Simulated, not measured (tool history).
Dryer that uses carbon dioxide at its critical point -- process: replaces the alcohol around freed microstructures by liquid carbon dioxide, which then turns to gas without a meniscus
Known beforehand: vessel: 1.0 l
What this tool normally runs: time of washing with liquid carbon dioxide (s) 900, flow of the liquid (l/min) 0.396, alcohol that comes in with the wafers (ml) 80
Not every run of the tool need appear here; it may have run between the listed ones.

run	hour	time of washing with liquid carbon dioxide (s)	flow of the liquid (l/min)	alcohol that comes in with the wafers (ml)	alcohol left in the vessel before it's heated (ppm by volume)
1	0	900	0.396	80	571
2	10.6	900	0.396	80	587
3	20.7	900	0.396	80	587
4	32.5	900	0.396	80	612
5	45.1	900	0.396	80	618
6	57.6	900	0.396	80	637
7	68.2	900	0.396	80	651
8	79.9	900	0.396	57	480
9	90.4	900	0.396	115	951
10	97.8	900	0.396	115	960
11	104	900	0.396	87	753
12	113.7	900	0.396	80	721
13	128.2	1080	0.453	100	192
14	139.4	1080	0.453	103	203
# hour 141.1: inlet filter changed
15	148.1	1080	0.352	80	244
16	162.2	600	0.5	24	270
17	170.5	960	0.622	24	55
18	178.3	960	0.622	24	58
19	187.9	960	0.622	24	67
20	195.9	900	0.352	99	778
21	204.6	840	0.451	60	231
22	215.4	660	0.562	52	238
23	222.4	840	0.396	21	178

Forecast each of these 4 alternatives for the next run:
A	228.6	840	0.243	21	?
B	228.6	840	0.396	110	?
C	228.6	600	0.249	23	?
D	228.6	840	0.656	21	?

run	alcohol left in the vessel before it's heated (ppm by volume)
A	932
B	698
C	2340
D	62
Had the tool no hidden state, the same runs would have come out as:
run	alcohol left in the vessel before it's heated (ppm by volume)
A	804
B	558
C	2144
D	4

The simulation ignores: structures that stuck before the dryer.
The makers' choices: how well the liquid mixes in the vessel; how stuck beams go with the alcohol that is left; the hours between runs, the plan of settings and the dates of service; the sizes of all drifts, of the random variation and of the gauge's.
